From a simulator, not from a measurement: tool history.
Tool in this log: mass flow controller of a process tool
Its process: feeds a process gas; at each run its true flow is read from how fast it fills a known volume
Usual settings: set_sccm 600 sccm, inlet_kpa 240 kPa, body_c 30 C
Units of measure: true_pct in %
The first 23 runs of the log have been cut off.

run 24 hour=5885.4 | set_sccm=600 inlet_kpa=241 body_c=30 | true_pct=98.31
run 25 hour=6113.2 | set_sccm=600 inlet_kpa=241 body_c=30 | true_pct=98.28
run 26 hour=6352.6 | set_sccm=853 inlet_kpa=155 body_c=26 | true_pct=99.22
run 27 hour=6559.4 | set_sccm=595 inlet_kpa=155 body_c=26 | true_pct=98.71
run 28 hour=6796 | set_sccm=142 inlet_kpa=224 body_c=26 | true_pct=96.92
run 29 hour=6990.5 | set_sccm=280 inlet_kpa=154 body_c=30 | true_pct=97.83
run 30 hour=7345.6 | set_sccm=336 inlet_kpa=232 body_c=30 | true_pct=97.52
run 31 hour=7700.4 | set_sccm=336 inlet_kpa=232 body_c=30 | true_pct=97.48
run 32 hour=7976.4 | set_sccm=600 inlet_kpa=165 body_c=29 | true_pct=98.45
run 33 hour=8341.4 | set_sccm=538 inlet_kpa=157 body_c=21 | true_pct=98.17
run 34 hour=8703.2 | set_sccm=538 inlet_kpa=157 body_c=21 | true_pct=98
-- hour=8902.6 controller exchanged for a calibrated one
run 35 hour=9056.1 | set_sccm=787 inlet_kpa=240 body_c=39 | true_pct=98.62
run 36 hour=9253.9 | set_sccm=255 inlet_kpa=169 body_c=33 | true_pct=97.57
-- hour=9424.3 gauge calibrated
run 37 hour=9485.2 | set_sccm=120 inlet_kpa=250 body_c=20 | true_pct=97.5
run 38 hour=9751.8 | set_sccm=600 inlet_kpa=152 body_c=22 | true_pct=99.19
run 39 hour=9974.3 | set_sccm=600 inlet_kpa=152 body_c=22 | true_pct=99.19
run 40 hour=10350.3 | set_sccm=600 inlet_kpa=186 body_c=30 | true_pct=99.09
run 41 hour=10703.5 | set_sccm=600 inlet_kpa=186 body_c=30 | true_pct=99.07
run 42 hour=10971.1 | set_sccm=600 inlet_kpa=144 body_c=30 | true_pct=99.44
run 43 hour=11321.2 | set_sccm=600 inlet_kpa=144 body_c=30 | true_pct=99.29
run 44 hour=11572.4 | set_sccm=600 inlet_kpa=233 body_c=34 | true_pct=98.84

Below are 4 alternative next runs, each starting from the tool's condition after run 44. Predict each:
run A hour=11849.9 | set_sccm=111 inlet_kpa=156 body_c=23 | true_pct=?
run B hour=11849.9 | set_sccm=213 inlet_kpa=250 body_c=31 | true_pct=?
run C hour=11849.9 | set_sccm=600 inlet_kpa=201 body_c=30 | true_pct=?
run D hour=11849.9 | set_sccm=807 inlet_kpa=144 body_c=30 | true_pct=?

run=A true_pct=97.86
run=B true_pct=97.74
run=C true_pct=98.99
run=D true_pct=99.76
Stripped of hidden state, with their random variation kept, the same runs would have yielded:
run=A true_pct=98.12
run=B true_pct=98.01
run=C true_pct=99.27
run=D true_pct=100.04
